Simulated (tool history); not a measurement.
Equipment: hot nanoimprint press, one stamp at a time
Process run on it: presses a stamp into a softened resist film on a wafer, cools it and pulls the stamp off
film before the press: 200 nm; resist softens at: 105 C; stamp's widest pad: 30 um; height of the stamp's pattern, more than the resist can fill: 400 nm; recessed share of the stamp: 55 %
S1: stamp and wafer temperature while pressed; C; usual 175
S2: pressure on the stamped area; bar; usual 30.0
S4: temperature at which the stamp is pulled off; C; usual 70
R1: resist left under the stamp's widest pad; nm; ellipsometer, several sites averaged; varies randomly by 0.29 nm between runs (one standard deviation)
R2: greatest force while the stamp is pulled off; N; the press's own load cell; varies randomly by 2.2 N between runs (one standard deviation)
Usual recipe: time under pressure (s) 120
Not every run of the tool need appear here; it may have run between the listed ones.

run 1 hour=0.0 | S1=175 S2=30.0 time_under_pressure_(s)=120 S4=70 | R1=94.7 R2=195
run 2 hour=9.2 | S1=175 S2=30.0 time_under_pressure_(s)=120 S4=70 | R1=94.7 R2=196
run 3 hour=19.4 | S1=175 S2=30.0 time_under_pressure_(s)=120 S4=70 | R1=94.5 R2=195
run 4 hour=29.8 | S1=175 S2=30.0 time_under_pressure_(s)=120 S4=70 | R1=94.3 R2=195
run 5 hour=42.8 | S1=175 S2=30.0 time_under_pressure_(s)=120 S4=70 | R1=95.0 R2=200
run 6 hour=52.7 | S1=175 S2=30.0 time_under_pressure_(s)=120 S4=70 | R1=95.1 R2=202
run 7 hour=65.4 | S1=175 S2=30.0 time_under_pressure_(s)=111 S4=70 | R1=97.5 R2=206
run 8 hour=73.4 | S1=175 S2=30.0 time_under_pressure_(s)=111 S4=70 | R1=97.3 R2=203
run 9 hour=85.4 | S1=175 S2=41.1 time_under_pressure_(s)=120 S4=70 | R1=83.0 R2=206
run 10 hour=95.3 | S1=175 S2=41.1 time_under_pressure_(s)=120 S4=70 | R1=82.9 R2=206
run 11 hour=109.6 | S1=175 S2=41.1 time_under_pressure_(s)=120 S4=70 | R1=83.5 R2=208
run 12 hour=119.7 | S1=175 S2=41.1 time_under_pressure_(s)=120 S4=70 | R1=82.4 R2=210
run 13 hour=132.6 | S1=175 S2=41.1 time_under_pressure_(s)=120 S4=70 | R1=82.7 R2=211
run 14 hour=145.8 | S1=175 S2=41.1 time_under_pressure_(s)=120 S4=70 | R1=83.2 R2=207
run 15 hour=154.4 | S1=175 S2=30.0 time_under_pressure_(s)=120 S4=70 | R1=95.5 R2=219
run 16 hour=170.5 | S1=164 S2=30.0 time_under_pressure_(s)=120 S4=70 | R1=144.1 R2=217
run 17 hour=183.3 | S1=175 S2=43.0 time_under_pressure_(s)=74 S4=70 | R1=100.1 R2=216
run 18 hour=197.8 | S1=184 S2=19.3 time_under_pressure_(s)=120 S4=70 | R1=81.4 R2=220
run 19 hour=206.5 | S1=175 S2=30.0 time_under_pressure_(s)=120 S4=61 | R1=96.9 R2=279
run 20 hour=214.6 | S1=175 S2=30.0 time_under_pressure_(s)=155 S4=56 | R1=87.7 R2=314
run 21 hour=230.6 | S1=181 S2=19.8 time_under_pressure_(s)=125 S4=76 | R1=86.2 R2=182
run 22 hour=244.5 | S1=175 S2=21.2 time_under_pressure_(s)=97 S4=70 | R1=114.8 R2=217
run 23 hour=253.3 | S1=173 S2=21.2 time_under_pressure_(s)=81 S4=74 | R1=130.9 R2=196
run 24 hour=264.9 | S1=183 S2=35.5 time_under_pressure_(s)=120 S4=70 | R1=61.4 R2=221
run 25 hour=275.5 | S1=171 S2=35.3 time_under_pressure_(s)=83 S4=76 | R1=117.0 R2=186
run 26 hour=285.5 | S1=175 S2=44.3 time_under_pressure_(s)=146 S4=70 | R1=73.8 R2=226
run 27 hour=294.7 | S1=175 S2=41.5 time_under_pressure_(s)=193 S4=55 | R1=67.9 R2=331
run 28 hour=308.3 | S1=183 S2=26.7 time_under_pressure_(s)=233 S4=55 | R1=53.4 R2=323
run 29 hour=321.7 | S1=167 S2=26.8 time_under_pressure_(s)=120 S4=70 | R1=134.2 R2=225

Removed from this log: 2 entries logged between the listed runs. Between which two listed runs does each belong, and how does the tool's hidden state at the listed run before it compare with that at the listed run after it?
Runs 16 to 17: plate thermocouple calibrated (hour 174.8)
  true temperature over the reading, C: -0.48 -> -0.7; pressure that arrives at the usual setting, %: 97.32 -> 97.28; grip of the stamp's worn release coat, % over a new coat's: 10.4 -> 10.9
  what was measured, less what the result would be without the hidden state, R1: +3.2 -> +4.4 nm; R2: +23 -> +25 N
Runs 20 to 21: plate thermocouple calibrated, once more (hour 220.5)
  true temperature over the reading, C: -0.73 -> 0.09; pressure that arrives at the usual setting, %: 97.15 -> 97.1; grip of the stamp's worn release coat, % over a new coat's: 12.8 -> 13.5
  what was measured, less what the result would be without the hidden state, R1: +3.8 -> +0.4 nm; R2: +39 -> +21 N

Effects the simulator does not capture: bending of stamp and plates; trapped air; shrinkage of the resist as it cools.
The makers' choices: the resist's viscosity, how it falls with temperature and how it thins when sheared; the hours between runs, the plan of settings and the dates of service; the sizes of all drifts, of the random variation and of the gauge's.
